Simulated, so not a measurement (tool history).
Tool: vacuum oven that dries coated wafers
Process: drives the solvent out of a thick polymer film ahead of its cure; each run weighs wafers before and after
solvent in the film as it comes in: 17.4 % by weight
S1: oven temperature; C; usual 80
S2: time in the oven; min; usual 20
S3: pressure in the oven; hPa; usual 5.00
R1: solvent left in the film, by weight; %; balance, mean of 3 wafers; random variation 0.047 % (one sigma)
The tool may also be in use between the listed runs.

{"run": 1, "hour": 0.0, "S1": 80, "S2": 20, "S3": 5.0, "R1": 0.66}
{"run": 2, "hour": 31.6, "S1": 80, "S2": 20, "S3": 5.0, "R1": 0.65}
{"run": 3, "hour": 54.0, "S1": 80, "S2": 20, "S3": 5.0, "R1": 0.6}
{"run": 4, "hour": 88.3, "S1": 89, "S2": 20, "S3": 5.0, "R1": 0.21}
{"run": 5, "hour": 105.0, "S1": 89, "S2": 20, "S3": 5.0, "R1": 0.18}
{"run": 6, "hour": 131.1, "S1": 89, "S2": 20, "S3": 5.0, "R1": 0.14}
{"run": 7, "hour": 150.3, "S1": 89, "S2": 20, "S3": 5.0, "R1": 0.15}
{"run": 8, "hour": 182.1, "S1": 89, "S2": 20, "S3": 5.0, "R1": 0.17}
{"run": 9, "hour": 206.8, "S1": 89, "S2": 20, "S3": 5.0, "R1": 0.14}
{"run": 10, "hour": 222.3, "S1": 80, "S2": 20, "S3": 5.0, "R1": 0.64}
{"run": 11, "hour": 253.7, "S1": 80, "S2": 20, "S3": 5.0, "R1": 0.58}
{"run": 12, "hour": 284.3, "S1": 80, "S2": 20, "S3": 5.0, "R1": 0.64}
{"run": 13, "hour": 302.5, "S1": 80, "S2": 20, "S3": 5.0, "R1": 0.63}
{"hour": 307.0, "done": "oven's thermocouples calibrated"}
{"run": 14, "hour": 341.7, "S1": 80, "S2": 20, "S3": 5.0, "R1": 0.48}
{"run": 15, "hour": 359.5, "S1": 80, "S2": 20, "S3": 5.0, "R1": 0.57}
{"hour": 367.4, "done": "oven's thermocouples calibrated, once more"}
{"run": 16, "hour": 395.6, "S1": 71, "S2": 10, "S3": 17.59, "R1": 6.57}
{"run": 17, "hour": 421.0, "S1": 71, "S2": 10, "S3": 17.59, "R1": 6.71}
{"run": 18, "hour": 446.7, "S1": 90, "S2": 13, "S3": 5.0, "R1": 0.39}
{"run": 19, "hour": 484.9, "S1": 90, "S2": 13, "S3": 5.0, "R1": 0.41}
{"run": 20, "hour": 517.1, "S1": 80, "S2": 27, "S3": 5.94, "R1": 0.48}
{"run": 21, "hour": 547.2, "S1": 80, "S2": 27, "S3": 5.94, "R1": 0.37}
{"run": 22, "hour": 567.4, "S1": 80, "S2": 27, "S3": 5.94, "R1": 0.48}
{"run": 23, "hour": 600.8, "S1": 80, "S2": 20, "S3": 6.3, "R1": 0.77}
{"run": 24, "hour": 630.6, "S1": 76, "S2": 20, "S3": 6.3, "R1": 1.49}
{"run": 25, "hour": 652.0, "S1": 94, "S2": 10, "S3": 5.0, "R1": 0.38}
{"run": 26, "hour": 671.4, "S1": 72, "S2": 17, "S3": 9.49, "R1": 3.22}
{"run": 27, "hour": 696.2, "S1": 80, "S2": 24, "S3": 4.95, "R1": 0.55}

Hidden state or all else? Some run-to-run changes of R1, split into what the settings, what came in and random variation would give without the hidden state, and what is left for the hidden state (with any gauge scatter that isn't in both results):
The hidden state here: true wafer temperature over the reading, C; true pressure over the reading, kPa; drift of the gauge itself on solvent_pct, %.
Run 9 -> 10: S1 89 -> 80. R1 +0.50 %: hidden state -0.12, all else +0.62.
Run 15 -> 16: S1 80 -> 71, S2 20 -> 10, S3 5.00 -> 17.59, oven's thermocouples calibrated, once more. R1 +6.00 %: hidden state +0.22, all else +5.78.
Run 17 -> 18: S1 71 -> 90, S2 10 -> 13, S3 17.59 -> 5.00. R1 -6.32 %: hidden state -0.02, all else -6.30.
